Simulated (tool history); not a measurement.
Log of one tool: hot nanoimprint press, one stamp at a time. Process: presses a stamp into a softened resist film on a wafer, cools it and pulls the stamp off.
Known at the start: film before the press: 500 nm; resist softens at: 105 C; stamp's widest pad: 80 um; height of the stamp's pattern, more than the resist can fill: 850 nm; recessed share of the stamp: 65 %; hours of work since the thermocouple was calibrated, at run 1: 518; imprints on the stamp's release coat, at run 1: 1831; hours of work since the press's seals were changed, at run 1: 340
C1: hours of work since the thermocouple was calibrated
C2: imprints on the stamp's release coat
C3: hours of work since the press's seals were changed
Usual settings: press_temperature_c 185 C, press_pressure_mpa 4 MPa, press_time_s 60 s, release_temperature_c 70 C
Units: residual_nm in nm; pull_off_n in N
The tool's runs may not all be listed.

Run 1, hour 0: usual settings; C1 518; C2 1831; C3 340. Result: residual_nm 198.2 nm, pull_off_n 142 N.
Run 2, hour 6.2: usual settings but press_temperature_c 191 C; C1 523; C2 1861; C3 345. Result: residual_nm 155.2 nm, pull_off_n 135 N.
Run 3, hour 15.1: usual settings but press_temperature_c 192 C; C1 530; C2 1904; C3 351. Result: residual_nm 148.4 nm, pull_off_n 135 N.
Run 4, hour 25.3: usual settings but press_temperature_c 192 C; C1 537; C2 1953; C3 359. Result: residual_nm 149.6 nm, pull_off_n 131 N.
Run 5, hour 36.9: usual settings but press_temperature_c 192 C; C1 546; C2 2009; C3 368. Result: residual_nm 148.7 nm, pull_off_n 132 N.
Run 6, hour 46.9: usual settings but press_temperature_c 192 C; C1 553; C2 2057; C3 375. Result: residual_nm 148.6 nm, pull_off_n 130 N.
Run 7, hour 58.2: usual settings but press_temperature_c 192 C; C1 562; C2 2112; C3 384. Result: residual_nm 149.2 nm, pull_off_n 140 N.
At hour 63.3: plate thermocouple calibrated.
At hour 78.4: stamp cleaned and given a new release coat.
Run 8, hour 78.4: usual settings but press_temperature_c 192 C; C1 7; C2 0; C3 392. Result: residual_nm 148.2 nm, pull_off_n 135 N.
Run 9, hour 83.9: usual settings but press_temperature_c 178 C; C1 11; C2 26; C3 396. Result: residual_nm 261.8 nm, pull_off_n 133 N.
Run 10, hour 95.8: usual settings but press_temperature_c 178 C, press_time_s 52 s; C1 20; C2 84; C3 405. Result: residual_nm 276 nm, pull_off_n 134 N.
Run 11, hour 104.3: usual settings but press_temperature_c 178 C, press_time_s 52 s; C1 26; C2 125; C3 411. Result: residual_nm 272 nm, pull_off_n 136 N.
Run 12, hour 115.5: usual settings but press_temperature_c 178 C, press_time_s 52 s; C1 34; C2 179; C3 419. Result: residual_nm 272.5 nm, pull_off_n 135 N.
Run 13, hour 122.4: usual settings but release_temperature_c 61 C; C1 40; C2 212; C3 425. Result: residual_nm 194.1 nm, pull_off_n 142 N.
Run 14, hour 134.6: usual settings but press_temperature_c 194 C, press_pressure_mpa 3.58 MPa, press_time_s 69 s, release_temperature_c 61 C; C1 49; C2 271; C3 434. Result: residual_nm 136.6 nm, pull_off_n 137 N.
Run 15, hour 140.6: usual settings but press_temperature_c 184 C, press_pressure_mpa 3.58 MPa, press_time_s 69 s, release_temperature_c 72 C; C1 53; C2 300; C3 438. Result: residual_nm 206.7 nm, pull_off_n 127 N.
Run 16, hour 145.8: usual settings but press_pressure_mpa 4.66 MPa, press_time_s 67 s; C1 57; C2 325; C3 442. Result: residual_nm 173.4 nm, pull_off_n 136 N.
Run 17, hour 153.1: usual settings but press_pressure_mpa 4.66 MPa, press_time_s 86 s; C1 62; C2 360; C3 447. Result: residual_nm 158.3 nm, pull_off_n 129 N.
Run 18, hour 162.4: usual settings but press_pressure_mpa 4.66 MPa, press_time_s 86 s; C1 69; C2 405; C3 454. Result: residual_nm 158.4 nm, pull_off_n 137 N.
Run 19, hour 172.9: usual settings but press_pressure_mpa 4.66 MPa, press_time_s 86 s; C1 77; C2 456; C3 462. Result: residual_nm 158.9 nm, pull_off_n 135 N.
Run 20, hour 181: usual settings but press_temperature_c 175 C, press_pressure_mpa 2.67 MPa, press_time_s 58 s; C1 83; C2 495; C3 468. Result: residual_nm 345.9 nm, pull_off_n 134 N.
Run 21, hour 190.3: usual settings but press_temperature_c 175 C, press_pressure_mpa 2.67 MPa, press_time_s 58 s; C1 90; C2 540; C3 475. Result: residual_nm 342.4 nm, pull_off_n 129 N.
Run 22, hour 199.3: usual settings but press_temperature_c 175 C, press_pressure_mpa 4.03 MPa, press_time_s 58 s, release_temperature_c 63 C; C1 97; C2 583; C3 482. Result: residual_nm 296.6 nm, pull_off_n 140 N.
Run 23, hour 208.5: usual settings but press_temperature_c 182 C, press_pressure_mpa 4.4 MPa; C1 104; C2 628; C3 489. Result: residual_nm 214.3 nm, pull_off_n 131 N.
Run 24, hour 218.2: usual settings but press_temperature_c 182 C, press_pressure_mpa 4.4 MPa; C1 111; C2 675; C3 496. Result: residual_nm 214.5 nm, pull_off_n 135 N.
Run 25, hour 228.2: usual settings but press_temperature_c 176 C, press_time_s 42 s; C1 118; C2 723; C3 503. Result: residual_nm 315 nm, pull_off_n 131 N.

Hidden state at the last listed run before each entry between runs and at the first one after, where it differs:
Between runs 7 and 8: plate thermocouple calibrated (hour 63.3); stamp cleaned and given a new release coat (hour 78.4)
  true temperature over the reading, C: -0.03 -> 0; grip of the stamp's worn release coat, % over a new coat's: 1.4 -> 0

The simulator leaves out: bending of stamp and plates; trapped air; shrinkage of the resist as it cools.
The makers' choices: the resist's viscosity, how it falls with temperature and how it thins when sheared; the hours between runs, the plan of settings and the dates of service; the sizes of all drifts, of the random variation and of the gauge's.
